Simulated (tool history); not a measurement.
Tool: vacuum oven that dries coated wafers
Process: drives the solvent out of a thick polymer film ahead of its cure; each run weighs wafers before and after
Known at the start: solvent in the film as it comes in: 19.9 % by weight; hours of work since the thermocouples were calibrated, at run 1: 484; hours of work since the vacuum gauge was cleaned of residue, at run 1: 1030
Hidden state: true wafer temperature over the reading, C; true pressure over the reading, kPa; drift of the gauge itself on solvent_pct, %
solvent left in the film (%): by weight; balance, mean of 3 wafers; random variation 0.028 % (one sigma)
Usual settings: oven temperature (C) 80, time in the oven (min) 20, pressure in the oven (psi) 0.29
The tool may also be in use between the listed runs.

| run | hour | oven temperature (C) | time in the oven (min) | pressure in the oven (psi) | hours of work since the thermocouples were calibrated | hours of work since the vacuum gauge was cleaned of residue | solvent left in the film (%) |
|---|---|---|---|---|---|---|---|
| 1 | 0 | 80 | 20 | 0.29 | 484 | 1030 | 2.34 |
| 2 | 49.9 | 77 | 20 | 0.29 | 519 | 1065 | 3 |
| 3 | 135.9 | 80 | 20 | 0.29 | 579 | 1125 | 2.37 |
| 4 | 222.4 | 80 | 18 | 0.29 | 639 | 1185 | 2.65 |
| 5 | 261.5 | 77 | 18 | 0.29 | 667 | 1213 | 3.44 |
| 6 | 345.8 | 80 | 16 | 0.29 | 725 | 1271 | 3.05 |
| 7 | 432 | 80 | 16 | 0.29 | 786 | 1332 | 3.07 |
|  | 473.5 | vacuum gauge cleaned of residue and calibrated |
| 8 | 521.6 | 80 | 16 | 0.29 | 847 | 34 | 3.17 |
| 9 | 590.8 | 80 | 16 | 0.29 | 895 | 82 | 3.23 |
|  | 605.5 | vacuum gauge cleaned of residue and calibrated, once more |
| 10 | 642.8 | 80 | 20 | 0.29 | 931 | 26 | 2.32 |
| 11 | 682.8 | 86 | 20 | 0.29 | 958 | 54 | 1.41 |
| 12 | 725.3 | 86 | 20 | 0.29 | 988 | 84 | 1.46 |
| 13 | 791.6 | 83 | 17 | 0.615 | 1034 | 130 | 3.56 |
|  | 834.2 | oven's thermocouples calibrated |
| 14 | 865.1 | 87 | 15 | 1.099 | 22 | 180 | 4.13 |
| 15 | 944 | 87 | 15 | 1.099 | 77 | 235 | 4.13 |
| 16 | 991.7 | 88 | 15 | 1.099 | 110 | 268 | 3.92 |
| 17 | 1059.5 | 90 | 30 | 0.329 | 157 | 316 | 1.06 |
| 18 | 1142.2 | 90 | 30 | 0.329 | 215 | 373 | 1.08 |
| 19 | 1190.4 | 92 | 26 | 0.31 | 249 | 407 | 0.96 |
| 20 | 1267.9 | 83 | 17 | 0.249 | 303 | 461 | 1.74 |

Measured less the same run without the tool's hidden state. The same run-to-run variation is in both; the gauge's scatter may not be:
| run | solvent left in the film (%) |
|---|---|
| 1 | +0.36 |
| 2 | +0.46 |
| 3 | +0.41 |
| 4 | +0.47 |
| 5 | +0.6 |
| 6 | +0.58 |
| 7 | +0.61 |
| 8 | +0.71 |
| 9 | +0.75 |
| 10 | +0.41 |
| 11 | +0.21 |
| 12 | +0.22 |
| 13 | +0.53 |
| 14 | -0.04 |
| 15 | -0.02 |
| 16 | +0.01 |
| 17 | +0.03 |
| 18 | +0.04 |
| 19 | +0.05 |
| 20 | +0.1 |
